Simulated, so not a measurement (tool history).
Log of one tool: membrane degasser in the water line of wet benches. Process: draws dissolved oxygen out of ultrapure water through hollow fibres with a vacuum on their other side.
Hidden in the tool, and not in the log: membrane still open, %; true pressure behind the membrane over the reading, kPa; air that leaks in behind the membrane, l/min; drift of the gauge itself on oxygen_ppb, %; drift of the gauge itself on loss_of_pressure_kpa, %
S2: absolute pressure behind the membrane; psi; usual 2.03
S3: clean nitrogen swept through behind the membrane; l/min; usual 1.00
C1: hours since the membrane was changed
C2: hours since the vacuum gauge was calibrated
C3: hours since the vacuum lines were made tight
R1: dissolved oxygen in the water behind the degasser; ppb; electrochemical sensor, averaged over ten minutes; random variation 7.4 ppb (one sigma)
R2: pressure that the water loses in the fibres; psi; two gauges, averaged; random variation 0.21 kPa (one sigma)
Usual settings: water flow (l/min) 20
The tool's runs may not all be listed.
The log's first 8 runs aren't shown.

{"run": 9, "hour": 1029.4, "water flow (l/min)": 20, "S2": 4.16, "S3": 1.0, "C1": 1893, "C2": 2612, "C3": 4594, "R1": 1290.7, "R2": 7.047}
{"run": 10, "hour": 1117.1, "water flow (l/min)": 31, "S2": 2.03, "S3": 1.0, "C1": 1981, "C2": 2700, "C3": 4682, "R1": 1300.3, "R2": 10.921}
{"run": 11, "hour": 1191.7, "water flow (l/min)": 20, "S2": 2.15, "S3": 1.0, "C1": 2055, "C2": 2775, "C3": 4756, "R1": 794.3, "R2": 6.994}
{"run": 12, "hour": 1336.1, "water flow (l/min)": 20, "S2": 2.15, "S3": 1.0, "C1": 2200, "C2": 2919, "C3": 4901, "R1": 797.7, "R2": 7.071}
{"run": 13, "hour": 1462.9, "water flow (l/min)": 20, "S2": 2.15, "S3": 1.0, "C1": 2326, "C2": 3046, "C3": 5027, "R1": 806.1, "R2": 7.042}
{"run": 14, "hour": 1611.7, "water flow (l/min)": 20, "S2": 2.15, "S3": 1.0, "C1": 2475, "C2": 3195, "C3": 5176, "R1": 784.5, "R2": 7.063}
{"hour": 1675.9, "done": "vacuum gauge calibrated"}
{"run": 15, "hour": 1764.5, "water flow (l/min)": 20, "S2": 2.03, "S3": 1.0, "C1": 2627, "C2": 89, "C3": 5328, "R1": 779.5, "R2": 7.065}
{"run": 16, "hour": 1840.6, "water flow (l/min)": 20, "S2": 2.03, "S3": 1.0, "C1": 2704, "C2": 165, "C3": 5405, "R1": 774.0, "R2": 7.1}
{"hour": 1921.7, "done": "seals of the vacuum lines changed"}
{"run": 17, "hour": 1987.0, "water flow (l/min)": 20, "S2": 2.03, "S3": 1.0, "C1": 2848, "C2": 309, "C3": 65, "R1": 765.5, "R2": 7.031}
{"run": 18, "hour": 2128.3, "water flow (l/min)": 20, "S2": 2.03, "S3": 1.0, "C1": 2989, "C2": 450, "C3": 207, "R1": 764.3, "R2": 7.11}
{"run": 19, "hour": 2312.9, "water flow (l/min)": 21, "S2": 1.81, "S3": 1.99, "C1": 3174, "C2": 635, "C3": 391, "R1": 580.8, "R2": 7.39}
{"run": 20, "hour": 2474.8, "water flow (l/min)": 17, "S2": 2.03, "S3": 1.0, "C1": 3336, "C2": 797, "C3": 553, "R1": 618.7, "R2": 6.047}
{"hour": 2505.4, "done": "vacuum gauge calibrated, once more"}
{"run": 21, "hour": 2625.3, "water flow (l/min)": 20, "S2": 3.8, "S3": 1.0, "C1": 3486, "C2": 120, "C3": 703, "R1": 1191.4, "R2": 7.133}
{"run": 22, "hour": 2776.0, "water flow (l/min)": 27, "S2": 4.97, "S3": 0.88, "C1": 3637, "C2": 271, "C3": 854, "R1": 2074.0, "R2": 9.615}
{"run": 23, "hour": 2884.1, "water flow (l/min)": 27, "S2": 4.97, "S3": 0.88, "C1": 3745, "C2": 379, "C3": 962, "R1": 2066.4, "R2": 9.607}
{"run": 24, "hour": 3040.6, "water flow (l/min)": 20, "S2": 2.32, "S3": 0.55, "C1": 3901, "C2": 535, "C3": 1118, "R1": 1144.9, "R2": 7.194}
{"run": 25, "hour": 3182.7, "water flow (l/min)": 17, "S2": 3.89, "S3": 0.64, "C1": 4043, "C2": 677, "C3": 1261, "R1": 1375.0, "R2": 6.099}
{"run": 26, "hour": 3317.1, "water flow (l/min)": 17, "S2": 3.89, "S3": 0.64, "C1": 4178, "C2": 812, "C3": 1395, "R1": 1367.5, "R2": 6.05}
{"run": 27, "hour": 3435.7, "water flow (l/min)": 18, "S2": 2.28, "S3": 2.36, "C1": 4296, "C2": 930, "C3": 1514, "R1": 497.0, "R2": 6.451}
{"run": 28, "hour": 3582.2, "water flow (l/min)": 24, "S2": 2.39, "S3": 1.0, "C1": 4443, "C2": 1077, "C3": 1660, "R1": 1086.9, "R2": 8.627}
{"run": 29, "hour": 3746.6, "water flow (l/min)": 14, "S2": 1.33, "S3": 0.9, "C1": 4607, "C2": 1241, "C3": 1824, "R1": 349.8, "R2": 5.011}
{"run": 30, "hour": 3885.3, "water flow (l/min)": 23, "S2": 1.29, "S3": 1.0, "C1": 4746, "C2": 1380, "C3": 1963, "R1": 728.6, "R2": 8.248}
{"run": 31, "hour": 4068.1, "water flow (l/min)": 23, "S2": 1.29, "S3": 1.0, "C1": 4929, "C2": 1563, "C3": 2146, "R1": 731.3, "R2": 8.332}
{"run": 32, "hour": 4148.6, "water flow (l/min)": 20, "S2": 3.28, "S3": 1.62, "C1": 5009, "C2": 1643, "C3": 2226, "R1": 842.7, "R2": 7.19}

Forecast each of these 3 alternatives for the next run:
{"run": "A", "hour": 4286.6, "water flow (l/min)": 20, "S2": 1.65, "S3": 1.0, "C1": 5147, "C2": 1781, "C3": 2364, "R1": "?", "R2": "?"}
{"run": "B", "hour": 4286.6, "water flow (l/min)": 20, "S2": 1.32, "S3": 0.63, "C1": 5147, "C2": 1781, "C3": 2364, "R1": "?", "R2": "?"}
{"run": "C", "hour": 4286.6, "water flow (l/min)": 31, "S2": 2.03, "S3": 1.0, "C1": 5147, "C2": 1781, "C3": 2364, "R1": "?", "R2": "?"}

run=A R1=678.3 R2=7.172
run=B R1=688.4 R2=7.224
run=C R1=1334.6 R2=11.206
Without the tool's hidden state the same runs would have given:
run=A R1=633.8 R2=6.883
run=B R1=645.0 R2=6.937
run=C R1=1266.8 R2=10.759

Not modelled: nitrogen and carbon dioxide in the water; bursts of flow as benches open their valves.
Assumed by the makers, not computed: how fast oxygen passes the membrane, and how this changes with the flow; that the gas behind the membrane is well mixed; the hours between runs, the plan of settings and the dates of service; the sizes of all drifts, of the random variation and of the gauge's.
